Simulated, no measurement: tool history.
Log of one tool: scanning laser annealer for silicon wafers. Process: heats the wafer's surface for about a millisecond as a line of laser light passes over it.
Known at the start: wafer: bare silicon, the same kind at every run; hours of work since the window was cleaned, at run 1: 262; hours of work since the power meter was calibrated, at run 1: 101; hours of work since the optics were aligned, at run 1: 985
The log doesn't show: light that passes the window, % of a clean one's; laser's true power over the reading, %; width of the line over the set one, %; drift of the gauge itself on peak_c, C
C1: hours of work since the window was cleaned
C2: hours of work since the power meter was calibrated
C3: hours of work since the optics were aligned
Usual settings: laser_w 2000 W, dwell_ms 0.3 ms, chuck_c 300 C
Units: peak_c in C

{"run": 1, "day": 0.0, "laser_w": 2000, "dwell_ms": 0.3, "chuck_c": 300, "C1": 262, "C2": 101, "C3": 985, "peak_c": 1084}
{"run": 2, "day": 1.921, "laser_w": 2000, "dwell_ms": 0.3, "chuck_c": 300, "C1": 294, "C2": 133, "C3": 1017, "peak_c": 1087}
{"run": 3, "day": 4.096, "laser_w": 2000, "dwell_ms": 0.3, "chuck_c": 300, "C1": 330, "C2": 169, "C3": 1053, "peak_c": 1082}
{"run": 4, "day": 6.138, "laser_w": 2184, "dwell_ms": 0.3, "chuck_c": 300, "C1": 364, "C2": 203, "C3": 1087, "peak_c": 1152}
{"run": 5, "day": 8.042, "laser_w": 2184, "dwell_ms": 0.3, "chuck_c": 290, "C1": 396, "C2": 235, "C3": 1119, "peak_c": 1137}
{"run": 6, "day": 9.412, "laser_w": 2184, "dwell_ms": 0.3, "chuck_c": 290, "C1": 419, "C2": 258, "C3": 1142, "peak_c": 1136}
{"run": 7, "day": 11.054, "laser_w": 2184, "dwell_ms": 0.3, "chuck_c": 290, "C1": 447, "C2": 286, "C3": 1170, "peak_c": 1133}
{"run": 8, "day": 12.846, "laser_w": 2184, "dwell_ms": 0.3, "chuck_c": 290, "C1": 477, "C2": 316, "C3": 1200, "peak_c": 1131}
{"run": 9, "day": 14.067, "laser_w": 2000, "dwell_ms": 0.3, "chuck_c": 300, "C1": 497, "C2": 336, "C3": 1220, "peak_c": 1067}
{"run": 10, "day": 15.367, "laser_w": 2000, "dwell_ms": 0.3, "chuck_c": 300, "C1": 519, "C2": 358, "C3": 1242, "peak_c": 1061}
{"day": 17.262, "done": "window over the wafer cleaned"}
{"run": 11, "day": 17.267, "laser_w": 2033, "dwell_ms": 0.3, "chuck_c": 300, "C1": 0, "C2": 388, "C3": 1272, "peak_c": 1122}
{"run": 12, "day": 18.804, "laser_w": 2033, "dwell_ms": 0.3, "chuck_c": 300, "C1": 26, "C2": 414, "C3": 1298, "peak_c": 1120}
{"run": 13, "day": 20.012, "laser_w": 2033, "dwell_ms": 0.3, "chuck_c": 300, "C1": 46, "C2": 434, "C3": 1318, "peak_c": 1117}
{"run": 14, "day": 21.438, "laser_w": 2000, "dwell_ms": 0.3, "chuck_c": 328, "C1": 70, "C2": 458, "C3": 1342, "peak_c": 1128}
{"run": 15, "day": 22.396, "laser_w": 2000, "dwell_ms": 0.3, "chuck_c": 307, "C1": 86, "C2": 474, "C3": 1358, "peak_c": 1108}
{"run": 16, "day": 23.996, "laser_w": 2000, "dwell_ms": 0.3, "chuck_c": 321, "C1": 113, "C2": 501, "C3": 1385, "peak_c": 1118}
{"run": 17, "day": 25.483, "laser_w": 2000, "dwell_ms": 0.342, "chuck_c": 287, "C1": 138, "C2": 526, "C3": 1410, "peak_c": 1145}
{"run": 18, "day": 26.688, "laser_w": 2103, "dwell_ms": 0.342, "chuck_c": 308, "C1": 158, "C2": 546, "C3": 1430, "peak_c": 1215}
{"run": 19, "day": 28.1, "laser_w": 2103, "dwell_ms": 0.248, "chuck_c": 291, "C1": 181, "C2": 569, "C3": 1454, "peak_c": 1037}
{"run": 20, "day": 29.883, "laser_w": 1785, "dwell_ms": 0.3, "chuck_c": 300, "C1": 211, "C2": 599, "C3": 1483, "peak_c": 998}
{"run": 21, "day": 31.908, "laser_w": 1785, "dwell_ms": 0.3, "chuck_c": 300, "C1": 245, "C2": 633, "C3": 1517, "peak_c": 996}
{"run": 22, "day": 32.817, "laser_w": 2089, "dwell_ms": 0.3, "chuck_c": 310, "C1": 260, "C2": 648, "C3": 1532, "peak_c": 1130}
{"run": 23, "day": 34.004, "laser_w": 1782, "dwell_ms": 0.366, "chuck_c": 271, "C1": 280, "C2": 668, "C3": 1552, "peak_c": 1048}
{"run": 24, "day": 35.379, "laser_w": 1782, "dwell_ms": 0.366, "chuck_c": 271, "C1": 303, "C2": 691, "C3": 1575, "peak_c": 1049}
{"run": 25, "day": 36.592, "laser_w": 1782, "dwell_ms": 0.366, "chuck_c": 271, "C1": 323, "C2": 711, "C3": 1596, "peak_c": 1047}
{"run": 26, "day": 38.283, "laser_w": 1713, "dwell_ms": 0.273, "chuck_c": 305, "C1": 352, "C2": 740, "C3": 1624, "peak_c": 928}
{"run": 27, "day": 39.525, "laser_w": 1713, "dwell_ms": 0.273, "chuck_c": 305, "C1": 372, "C2": 760, "C3": 1645, "peak_c": 925}
{"day": 39.983, "done": "optics aligned, line set to its width"}
{"run": 28, "day": 41.904, "laser_w": 1713, "dwell_ms": 0.273, "chuck_c": 305, "C1": 409, "C2": 797, "C3": 32, "peak_c": 936}
{"run": 29, "day": 42.804, "laser_w": 1822, "dwell_ms": 0.246, "chuck_c": 300, "C1": 424, "C2": 812, "C3": 47, "peak_c": 934}
{"run": 30, "day": 44.992, "laser_w": 2141, "dwell_ms": 0.244, "chuck_c": 309, "C1": 460, "C2": 848, "C3": 84, "peak_c": 1048}

5 ways to go on from here, each from the tool as it stands after run 30. What would each give?
{"run": "A", "day": 46.133, "laser_w": 1998, "dwell_ms": 0.323, "chuck_c": 309, "C1": 480, "C2": 868, "C3": 103, "peak_c": "?"}
{"run": "B", "day": 46.133, "laser_w": 1971, "dwell_ms": 0.324, "chuck_c": 280, "C1": 480, "C2": 868, "C3": 103, "peak_c": "?"}
{"run": "C", "day": 46.133, "laser_w": 2000, "dwell_ms": 0.332, "chuck_c": 300, "C1": 480, "C2": 868, "C3": 103, "peak_c": "?"}
{"run": "D", "day": 46.133, "laser_w": 2135, "dwell_ms": 0.331, "chuck_c": 316, "C1": 480, "C2": 868, "C3": 103, "peak_c": "?"}
{"run": "E", "day": 46.133, "laser_w": 1783, "dwell_ms": 0.244, "chuck_c": 309, "C1": 480, "C2": 868, "C3": 103, "peak_c": "?"}

run=A peak_c=1120
run=B peak_c=1080
run=C peak_c=1125
run=D peak_c=1198
run=E peak_c=918
Without the tool's hidden state the same runs would have given:
run=A peak_c=1163
run=B peak_c=1122
run=C peak_c=1169
run=D peak_c=1245
run=E peak_c=950
